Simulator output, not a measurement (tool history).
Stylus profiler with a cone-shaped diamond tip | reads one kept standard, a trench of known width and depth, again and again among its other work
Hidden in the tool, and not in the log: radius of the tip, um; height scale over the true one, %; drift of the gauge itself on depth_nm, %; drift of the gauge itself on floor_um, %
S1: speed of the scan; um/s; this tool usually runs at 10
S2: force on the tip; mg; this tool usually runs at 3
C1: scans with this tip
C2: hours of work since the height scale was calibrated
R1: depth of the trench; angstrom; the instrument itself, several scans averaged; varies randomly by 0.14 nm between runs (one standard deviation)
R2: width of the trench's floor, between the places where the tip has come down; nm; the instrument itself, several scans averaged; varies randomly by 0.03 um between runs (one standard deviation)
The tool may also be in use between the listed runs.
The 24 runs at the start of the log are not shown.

| run | day | S1 | S2 | C1 | C2 | R1 | R2 |
|---|---|---|---|---|---|---|---|
| 25 | 35.412 | 21 | 3 | 14217 | 499 | 5081.3 | 46380 |
| 26 | 37.408 | 5 | 2.63 | 14526 | 535 | 5074.3 | 46470 |
| 27 | 39.021 | 5 | 2.63 | 14774 | 563 | 5079.8 | 46420 |
| 28 | 40.583 | 5 | 2.63 | 15016 | 591 | 5079.3 | 46420 |
| 29 | 41.642 | 33 | 4 | 15179 | 610 | 5098.5 | 46300 |
| 30 | 42.604 | 33 | 4 | 15328 | 628 | 5100.1 | 46300 |
| 31 | 43.938 | 16 | 2.43 | 15533 | 652 | 5076 | 46370 |
| 32 | 45.646 | 2 | 4.5 | 15797 | 682 | 5104.9 | 46450 |
| 33 | 47.508 | 19 | 2.26 | 16084 | 716 | 5074.3 | 46320 |
| 34 | 49.542 | 7 | 1.26 | 16398 | 752 | 5056.7 | 46320 |
| 35 | 50.454 | 27 | 3 | 16539 | 768 | 5087.1 | 46250 |
| 36 | 51.788 | 4 | 1.26 | 16745 | 792 | 5058.1 | 46330 |
| 37 | 52.688 | 18 | 1.98 | 16884 | 808 | 5068.8 | 46220 |
| 38 | 54.421 | 2 | 5.72 | 17151 | 839 | 5124.2 | 46350 |
| 39 | 56.433 | 2 | 5.72 | 17462 | 876 | 5125.5 | 46350 |
| 40 | 57.271 | 2 | 1.42 | 17591 | 890 | 5060.9 | 46280 |
| 41 | 59.121 | 27 | 2.76 | 17877 | 924 | 5086.8 | 46110 |
| 42 | 60.229 | 10 | 2.69 | 18048 | 943 | 5085 | 46250 |
| 43 | 62.204 | 18 | 1.87 | 18353 | 979 | 5070.8 | 46190 |
| 44 | 63.8 | 18 | 1.87 | 18600 | 1008 | 5076.5 | 46170 |
| 45 | 64.762 | 3 | 3.53 | 18748 | 1025 | 5099.7 | 46270 |
| 46 | 66.075 | 14 | 5.22 | 18950 | 1048 | 5122.7 | 46190 |
| 47 | 67.133 | 3 | 1.54 | 19114 | 1067 | 5069.2 | 46290 |

Alternative continuations, all from the tool just after run 47; predict every row:
| A | 67.971 | 17 | 3 | 19243 | 1082 | ? | ? |
| B | 67.971 | 6 | 3 | 19243 | 1082 | ? | ? |
| C | 67.971 | 7 | 1.54 | 19243 | 1082 | ? | ? |
| D | 67.971 | 16 | 2.01 | 19243 | 1082 | ? | ? |

| run | R1 | R2 |
|---|---|---|
| A | 5092.4 | 46120 |
| B | 5095 | 46230 |
| C | 5068.5 | 46210 |
| D | 5078.5 | 46150 |
The same runs, with their run-to-run variation unchanged, on a tool lacking any hidden condition would have given:
| run | R1 | R2 |
|---|---|---|
| A | 5068 | 47200 |
| B | 5070.5 | 47310 |
| C | 5044.2 | 47290 |
| D | 5054.1 | 47230 |
